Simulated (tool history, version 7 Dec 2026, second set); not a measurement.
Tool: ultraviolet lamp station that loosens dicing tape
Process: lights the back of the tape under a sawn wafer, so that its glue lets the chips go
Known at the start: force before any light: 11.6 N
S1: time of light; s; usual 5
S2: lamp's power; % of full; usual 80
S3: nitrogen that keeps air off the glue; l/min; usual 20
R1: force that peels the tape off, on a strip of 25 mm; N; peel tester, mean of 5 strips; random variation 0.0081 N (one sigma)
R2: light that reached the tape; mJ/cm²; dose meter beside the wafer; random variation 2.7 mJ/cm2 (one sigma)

| run | hour | S1 | S2 | S3 | R1 | R2 |
|---|---|---|---|---|---|---|
| 1 | 0 | 5 | 80 | 20 | 0.421 | 342 |
| 2 | 11.9 | 5 | 80 | 20 | 0.436 | 330 |
| 3 | 25.2 | 5 | 80 | 20 | 0.44 | 337 |
| 4 | 43.5 | 5 | 80 | 20 | 0.468 | 334 |
| 5 | 64.9 | 5 | 80 | 20 | 0.482 | 330 |
| 6 | 86.6 | 5 | 80 | 20 | 0.477 | 326 |
| 7 | 107.6 | 5 | 80 | 20 | 0.47 | 325 |
| 8 | 120 | 3 | 80 | 20 | 1.68 | 192 |
| 9 | 130.7 | 3 | 80 | 20 | 1.697 | 195 |
| 10 | 144.1 | 3 | 80 | 20 | 1.706 | 192 |
| 11 | 162.2 | 3 | 98 | 8 | 1.973 | 232 |
| 12 | 185.7 | 5 | 62 | 17 | 1.122 | 246 |
| 13 | 199.9 | 5 | 61 | 29 | 0.846 | 237 |
| 14 | 220.3 | 5 | 61 | 29 | 0.859 | 239 |
| 15 | 232.8 | 4 | 93 | 10 | 1.124 | 288 |
| 16 | 252.6 | 4 | 68 | 15 | 1.639 | 208 |
| 17 | 272.6 | 3 | 96 | 13 | 1.666 | 219 |
| 18 | 283.6 | 4 | 80 | 17 | 1.134 | 244 |
| 19 | 302.4 | 2 | 80 | 7 | 4.689 | 119 |
| 20 | 314.1 | 2 | 80 | 7 | 4.734 | 121 |

Measured less the same run without the tool's hidden state. The same run-to-run variation is in both; the gauge's scatter may not be:
The hidden state here: lamp's light, % of a new lamp's; light that the window lets through, % of a clean one's; drift of the gauge itself on peel_n, %; drift of the gauge itself on dose_mj_cm2, %.
| run | R1 | R2 |
|---|---|---|
| 1 | +0.112 | -38 |
| 2 | +0.121 | -40 |
| 3 | +0.126 | -41 |
| 4 | +0.139 | -45 |
| 5 | +0.15 | -46 |
| 6 | +0.159 | -49 |
| 7 | +0.162 | -52 |
| 8 | +0.449 | -31 |
| 9 | +0.464 | -33 |
| 10 | +0.476 | -34 |
| 11 | +0.532 | -43 |
| 12 | +0.39 | -48 |
| 13 | +0.32 | -48 |
| 14 | +0.336 | -50 |
| 15 | +0.418 | -62 |
| 16 | +0.561 | -46 |
| 17 | +0.59 | -51 |
| 18 | +0.461 | -57 |
| 19 | +0.913 | -30 |
| 20 | +0.938 | -30 |
